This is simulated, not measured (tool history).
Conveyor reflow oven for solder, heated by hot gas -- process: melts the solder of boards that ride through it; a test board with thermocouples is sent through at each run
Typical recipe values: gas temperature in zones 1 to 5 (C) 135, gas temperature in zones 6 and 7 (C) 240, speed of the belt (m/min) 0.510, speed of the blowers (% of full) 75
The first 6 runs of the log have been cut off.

| run | hour | gas temperature in zones 1 to 5 (C) | gas temperature in zones 6 and 7 (C) | speed of the belt (m/min) | speed of the blowers (% of full) | highest temperature of the board (C) | time above the solder's melting point (s) |
|---|---|---|---|---|---|---|---|
| 7 | 142.9 | 135 | 240 | 0.510 | 86 | 224.7 | 77.1 |
| 8 | 170.5 | 135 | 240 | 0.510 | 86 | 224.4 | 76.9 |
| 9 | 201.6 | 135 | 240 | 0.510 | 86 | 224.4 | 76.5 |
| 10 | 232.9 | 135 | 240 | 0.510 | 86 | 224.0 | 76.2 |
| 11 | 271.3 | 135 | 240 | 0.510 | 86 | 223.8 | 76.1 |
| 12 | 297.2 | 135 | 240 | 0.510 | 86 | 223.4 | 75.7 |
| 13 | 318.1 | 125 | 240 | 0.510 | 75 | 220.1 | 68.6 |
| 14 | 351.5 | 146 | 240 | 0.510 | 75 | 223.1 | 80.5 |
| 15 | 371.1 | 135 | 240 | 0.567 | 75 | 217.5 | 62.5 |
| 16 | 400.9 | 135 | 232 | 0.461 | 76 | 217.0 | 78.6 |
| 17 | 433.2 | 135 | 232 | 0.461 | 76 | 216.9 | 78.4 |
|  | 442.7 | flux residue cleaned out of gas plates and filters |
| 18 | 456.9 | 135 | 243 | 0.461 | 87 | 230.3 | 90.5 |
| 19 | 491.3 | 135 | 243 | 0.461 | 87 | 230.8 | 90.1 |
| 20 | 529.0 | 135 | 240 | 0.476 | 54 | 221.4 | 79.2 |
| 21 | 564.4 | 135 | 250 | 0.510 | 74 | 230.9 | 81.3 |
| 22 | 584.4 | 135 | 250 | 0.510 | 74 | 231.3 | 81.5 |
| 23 | 604.1 | 135 | 240 | 0.525 | 75 | 221.3 | 71.6 |
| 24 | 639.8 | 135 | 243 | 0.525 | 75 | 223.6 | 73.4 |
| 25 | 678.2 | 123 | 240 | 0.520 | 66 | 216.9 | 63.4 |
| 26 | 698.9 | 123 | 240 | 0.520 | 66 | 217.2 | 63.7 |
| 27 | 724.3 | 135 | 254 | 0.431 | 58 | 236.7 | 101.5 |
| 28 | 744.9 | 131 | 238 | 0.510 | 67 | 217.3 | 68.5 |
|  | 773.4 | thermocouples of zones 6 and 7 changed |
| 29 | 779.4 | 125 | 243 | 0.510 | 75 | 222.7 | 71.4 |
| 30 | 817.5 | 135 | 248 | 0.442 | 75 | 233.5 | 96.6 |

Alternative continuations, all from the tool just after run 30; predict every row:
|  | 825.5 | flux residue cleaned out of gas plates and filters |
| A | 857.5 | 135 | 240 | 0.583 | 75 | ? | ? |
|  | 825.5 | flux residue cleaned out of gas plates and filters |
| B | 857.5 | 144 | 248 | 0.577 | 56 | ? | ? |
|  | 825.5 | flux residue cleaned out of gas plates and filters |
| C | 857.5 | 135 | 231 | 0.442 | 75 | ? | ? |

| run | highest temperature of the board (C) | time above the solder's melting point (s) |
|---|---|---|
| A | 219.3 | 62.7 |
| B | 224.7 | 71.0 |
| C | 220.0 | 86.0 |
With no hidden state in the tool, these same runs would have given:
| run | highest temperature of the board (C) | time above the solder's melting point (s) |
|---|---|---|
| A | 219.0 | 61.3 |
| B | 224.3 | 69.4 |
| C | 219.8 | 84.2 |

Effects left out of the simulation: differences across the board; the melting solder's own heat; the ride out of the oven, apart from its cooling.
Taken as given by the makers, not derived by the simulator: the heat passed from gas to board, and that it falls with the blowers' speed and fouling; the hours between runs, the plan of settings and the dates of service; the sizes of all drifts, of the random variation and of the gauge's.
